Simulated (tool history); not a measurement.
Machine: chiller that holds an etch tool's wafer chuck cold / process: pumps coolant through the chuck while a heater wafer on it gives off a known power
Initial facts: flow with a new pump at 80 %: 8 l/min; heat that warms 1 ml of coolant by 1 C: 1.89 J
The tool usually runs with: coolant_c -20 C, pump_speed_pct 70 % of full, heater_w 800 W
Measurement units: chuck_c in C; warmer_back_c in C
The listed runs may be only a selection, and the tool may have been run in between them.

run 1 day=0.000 | coolant_c=-20 pump_speed_pct=70 heater_w=800 | chuck_c=-12.6 warmer_back_c=3.90
run 2 day=4.625 | coolant_c=-20 pump_speed_pct=70 heater_w=961 | chuck_c=-11.4 warmer_back_c=4.65
run 3 day=8.138 | coolant_c=-20 pump_speed_pct=70 heater_w=961 | chuck_c=-11.2 warmer_back_c=4.58
run 4 day=14.175 | coolant_c=-20 pump_speed_pct=70 heater_w=697 | chuck_c=-13.5 warmer_back_c=3.42
run 5 day=19.100 | coolant_c=-20 pump_speed_pct=70 heater_w=697 | chuck_c=-13.4 warmer_back_c=3.42
run 6 day=22.446 | coolant_c=-20 pump_speed_pct=70 heater_w=800 | chuck_c=-12.4 warmer_back_c=3.95
run 7 day=26.417 | coolant_c=-20 pump_speed_pct=70 heater_w=800 | chuck_c=-12.4 warmer_back_c=3.90
run 8 day=34.371 | coolant_c=-20 pump_speed_pct=70 heater_w=800 | chuck_c=-12.3 warmer_back_c=3.91
run 9 day=42.346 | coolant_c=-20 pump_speed_pct=70 heater_w=800 | chuck_c=-12.0 warmer_back_c=3.93
run 10 day=48.000 | coolant_c=-15 pump_speed_pct=70 heater_w=800 | chuck_c=-6.9 warmer_back_c=3.94
run 11 day=51.608 | coolant_c=-15 pump_speed_pct=70 heater_w=800 | chuck_c=-7.0 warmer_back_c=3.93
run 12 day=56.412 | coolant_c=-15 pump_speed_pct=70 heater_w=800 | chuck_c=-6.9 warmer_back_c=3.97
-- day=58.971 chiller's thermometer calibrated
run 13 day=62.629 | coolant_c=-15 pump_speed_pct=70 heater_w=483 | chuck_c=-10.6 warmer_back_c=2.48

Predict the results of run 14:
run 14 day=66.025 | coolant_c=-27 pump_speed_pct=87 heater_w=489 | chuck_c=? warmer_back_c=?

Logged for run 14: chuck_c -23.3 C, warmer_back_c 1.90 C.
Minus the tool's unlogged condition, the same run would have read chuck_c -23.8 C, warmer_back_c 1.74 C.
